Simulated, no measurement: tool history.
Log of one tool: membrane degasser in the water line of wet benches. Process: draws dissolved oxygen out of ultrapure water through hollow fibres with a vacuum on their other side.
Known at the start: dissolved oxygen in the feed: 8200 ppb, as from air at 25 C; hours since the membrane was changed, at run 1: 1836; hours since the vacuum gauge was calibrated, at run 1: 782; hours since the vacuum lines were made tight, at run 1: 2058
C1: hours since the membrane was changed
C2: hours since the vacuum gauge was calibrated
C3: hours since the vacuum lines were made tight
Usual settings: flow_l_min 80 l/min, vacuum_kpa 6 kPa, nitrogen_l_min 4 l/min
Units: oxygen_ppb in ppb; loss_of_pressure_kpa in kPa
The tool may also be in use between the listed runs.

run 1 day=0 | flow_l_min=80 vacuum_kpa=6 nitrogen_l_min=4 | C1=1836 C2=782 C3=2058 | oxygen_ppb=161.7 loss_of_pressure_kpa=63.9
run 2 day=5.525 | flow_l_min=80 vacuum_kpa=6 nitrogen_l_min=4 | C1=1969 C2=914 C3=2190 | oxygen_ppb=159.8 loss_of_pressure_kpa=63.74
run 3 day=13.55 | flow_l_min=80 vacuum_kpa=6 nitrogen_l_min=4 | C1=2161 C2=1107 C3=2383 | oxygen_ppb=163 loss_of_pressure_kpa=64.17
run 4 day=21.783 | flow_l_min=80 vacuum_kpa=6 nitrogen_l_min=4 | C1=2359 C2=1304 C3=2580 | oxygen_ppb=162.3 loss_of_pressure_kpa=64.21
run 5 day=26.717 | flow_l_min=80 vacuum_kpa=6 nitrogen_l_min=4 | C1=2477 C2=1423 C3=2699 | oxygen_ppb=162.7 loss_of_pressure_kpa=64.23
run 6 day=30.979 | flow_l_min=80 vacuum_kpa=6 nitrogen_l_min=4 | C1=2580 C2=1525 C3=2801 | oxygen_ppb=162.7 loss_of_pressure_kpa=64.06
run 7 day=40.067 | flow_l_min=80 vacuum_kpa=6 nitrogen_l_min=4 | C1=2798 C2=1743 C3=3019 | oxygen_ppb=160.9 loss_of_pressure_kpa=64.32
run 8 day=44.296 | flow_l_min=80 vacuum_kpa=6 nitrogen_l_min=4 | C1=2899 C2=1845 C3=3121 | oxygen_ppb=161.2 loss_of_pressure_kpa=64.43
run 9 day=53.083 | flow_l_min=80 vacuum_kpa=6 nitrogen_l_min=4 | C1=3110 C2=2056 C3=3332 | oxygen_ppb=160.6 loss_of_pressure_kpa=64.53
run 10 day=61.271 | flow_l_min=80 vacuum_kpa=6 nitrogen_l_min=4 | C1=3307 C2=2252 C3=3528 | oxygen_ppb=166.2 loss_of_pressure_kpa=64.24
run 11 day=66.067 | flow_l_min=80 vacuum_kpa=6 nitrogen_l_min=4 | C1=3422 C2=2367 C3=3643 | oxygen_ppb=163.6 loss_of_pressure_kpa=64.36
run 12 day=73.792 | flow_l_min=80 vacuum_kpa=6 nitrogen_l_min=4 | C1=3607 C2=2553 C3=3829 | oxygen_ppb=167.2 loss_of_pressure_kpa=64.32
run 13 day=83.617 | flow_l_min=54 vacuum_kpa=6 nitrogen_l_min=4 | C1=3843 C2=2788 C3=4064 | oxygen_ppb=97 loss_of_pressure_kpa=43.33
-- day=84.096 vacuum gauge calibrated
run 14 day=92.325 | flow_l_min=54 vacuum_kpa=4.31 nitrogen_l_min=3.6 | C1=4051 C2=198 C3=4273 | oxygen_ppb=49.1 loss_of_pressure_kpa=43.56
run 15 day=96.483 | flow_l_min=80 vacuum_kpa=6 nitrogen_l_min=2.17 | C1=4151 C2=297 C3=4373 | oxygen_ppb=255.2 loss_of_pressure_kpa=64.98
run 16 day=105.021 | flow_l_min=80 vacuum_kpa=3.91 nitrogen_l_min=5.5 | C1=4356 C2=502 C3=4578 | oxygen_ppb=68.1 loss_of_pressure_kpa=64.53
run 17 day=112.208 | flow_l_min=48 vacuum_kpa=7.15 nitrogen_l_min=2.9 | C1=4528 C2=675 C3=4750 | oxygen_ppb=153.9 loss_of_pressure_kpa=38.69
-- day=119.238 vacuum gauge calibrated, once more
run 18 day=119.262 | flow_l_min=106 vacuum_kpa=4.85 nitrogen_l_min=8.62 | C1=4697 C2=1 C3=4919 | oxygen_ppb=158.7 loss_of_pressure_kpa=86.21
run 19 day=124.167 | flow_l_min=106 vacuum_kpa=4.85 nitrogen_l_min=8.62 | C1=4815 C2=118 C3=5037 | oxygen_ppb=158.1 loss_of_pressure_kpa=85.79
run 20 day=134.071 | flow_l_min=106 vacuum_kpa=4.85 nitrogen_l_min=8.62 | C1=5053 C2=356 C3=5274 | oxygen_ppb=158.2 loss_of_pressure_kpa=85.82
run 21 day=138.258 | flow_l_min=80 vacuum_kpa=6 nitrogen_l_min=10.22 | C1=5153 C2=457 C3=5375 | oxygen_ppb=92 loss_of_pressure_kpa=65.06
run 22 day=144.621 | flow_l_min=80 vacuum_kpa=4.18 nitrogen_l_min=9.53 | C1=5306 C2=609 C3=5527 | oxygen_ppb=60.6 loss_of_pressure_kpa=64.74
run 23 day=149.312 | flow_l_min=51 vacuum_kpa=14.13 nitrogen_l_min=2.45 | C1=5419 C2=722 C3=5640 | oxygen_ppb=486.7 loss_of_pressure_kpa=41.52
run 24 day=158.267 | flow_l_min=62 vacuum_kpa=4.96 nitrogen_l_min=6.31 | C1=5633 C2=937 C3=5855 | oxygen_ppb=55.2 loss_of_pressure_kpa=50.6
run 25 day=162.504 | flow_l_min=62 vacuum_kpa=4.96 nitrogen_l_min=6.31 | C1=5735 C2=1038 C3=5957 | oxygen_ppb=54.1 loss_of_pressure_kpa=50.39

Forecast each of these 3 alternatives for the next run:
run A day=167.1 | flow_l_min=98 vacuum_kpa=4 nitrogen_l_min=4 | C1=5845 C2=1149 C3=6067 | oxygen_ppb=? loss_of_pressure_kpa=?
run B day=167.1 | flow_l_min=62 vacuum_kpa=3.72 nitrogen_l_min=6.31 | C1=5845 C2=1149 C3=6067 | oxygen_ppb=? loss_of_pressure_kpa=?
run C day=167.1 | flow_l_min=80 vacuum_kpa=6 nitrogen_l_min=5.99 | C1=5845 C2=1149 C3=6067 | oxygen_ppb=? loss_of_pressure_kpa=?

run=A oxygen_ppb=132.1 loss_of_pressure_kpa=79.28
run=B oxygen_ppb=26.4 loss_of_pressure_kpa=50.6
run=C oxygen_ppb=130.7 loss_of_pressure_kpa=65.48
Without the tool's hidden state the same runs would have given:
run=A oxygen_ppb=118.8 loss_of_pressure_kpa=76.92
run=B oxygen_ppb=23 loss_of_pressure_kpa=49.1
run=C oxygen_ppb=123.1 loss_of_pressure_kpa=63.54
